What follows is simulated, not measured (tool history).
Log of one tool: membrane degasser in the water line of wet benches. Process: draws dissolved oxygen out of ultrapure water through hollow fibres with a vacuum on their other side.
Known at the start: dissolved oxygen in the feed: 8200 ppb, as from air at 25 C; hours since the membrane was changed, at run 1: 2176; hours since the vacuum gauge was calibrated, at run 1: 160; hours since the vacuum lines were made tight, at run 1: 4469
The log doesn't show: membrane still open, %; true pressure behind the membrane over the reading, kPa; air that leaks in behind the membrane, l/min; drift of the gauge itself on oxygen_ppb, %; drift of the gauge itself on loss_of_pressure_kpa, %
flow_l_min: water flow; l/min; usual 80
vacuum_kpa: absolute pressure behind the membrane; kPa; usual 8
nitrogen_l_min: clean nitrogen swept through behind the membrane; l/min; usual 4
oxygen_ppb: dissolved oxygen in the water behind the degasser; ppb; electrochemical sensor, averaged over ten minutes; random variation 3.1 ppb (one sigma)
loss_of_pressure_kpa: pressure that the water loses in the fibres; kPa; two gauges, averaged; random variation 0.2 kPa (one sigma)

| run | day | flow_l_min | vacuum_kpa | nitrogen_l_min | hours since the membrane was changed | hours since the vacuum gauge was calibrated | hours since the vacuum lines were made tight | oxygen_ppb | loss_of_pressure_kpa |
|---|---|---|---|---|---|---|---|---|---|
| 1 | 0.000 | 80 | 8 | 4 | 2176 | 160 | 4469 | 314.7 | 44.39 |
| 2 | 2.588 | 80 | 8 | 4 | 2238 | 222 | 4531 | 313.6 | 44.41 |
| 3 | 4.479 | 80 | 8 | 4 | 2284 | 267 | 4576 | 313.8 | 44.74 |
| 4 | 6.204 | 80 | 8 | 4 | 2325 | 309 | 4617 | 313.1 | 44.28 |
| 5 | 8.838 | 80 | 8 | 4 | 2388 | 372 | 4681 | 316.8 | 44.28 |
| 6 | 10.288 | 80 | 8 | 4 | 2423 | 407 | 4715 | 314.9 | 44.35 |
| 7 | 11.571 | 80 | 8 | 4 | 2454 | 437 | 4746 | 315.7 | 44.45 |
| 8 | 13.938 | 80 | 8 | 4 | 2511 | 494 | 4803 | 317.4 | 44.26 |
| 9 | 16.192 | 80 | 8 | 4 | 2565 | 548 | 4857 | 317.9 | 44.58 |
| 10 | 18.342 | 80 | 8 | 4 | 2616 | 600 | 4909 | 319.4 | 44.42 |
| 11 | 21.017 | 80 | 8 | 4 | 2681 | 664 | 4973 | 315.7 | 44.58 |
| 12 | 22.508 | 80 | 8 | 4 | 2716 | 700 | 5009 | 313.0 | 44.40 |
| 13 | 23.679 | 80 | 8 | 4 | 2745 | 728 | 5037 | 320.0 | 44.82 |
| 14 | 25.738 | 80 | 8 | 4 | 2794 | 777 | 5086 | 316.3 | 44.45 |
| 15 | 27.958 | 80 | 8 | 4 | 2847 | 831 | 5140 | 317.3 | 44.47 |
| 16 | 29.829 | 80 | 8 | 4 | 2892 | 876 | 5184 | 313.5 | 44.68 |
| 17 | 31.762 | 80 | 8 | 4 | 2939 | 922 | 5231 | 316.6 | 44.61 |
| 18 | 34.475 | 80 | 8 | 4 | 3004 | 987 | 5296 | 321.3 | 44.40 |

Forecast run 19:
| 19 | 37.071 | 80 | 8 | 4 | 3066 | 1049 | 5358 | ? | ? |

Run 19 gave oxygen_ppb 317.9 ppb, loss_of_pressure_kpa 44.66 kPa.
Without the tool's hidden state the same run would have given oxygen_ppb 310.2 ppb, loss_of_pressure_kpa 44.02 kPa.
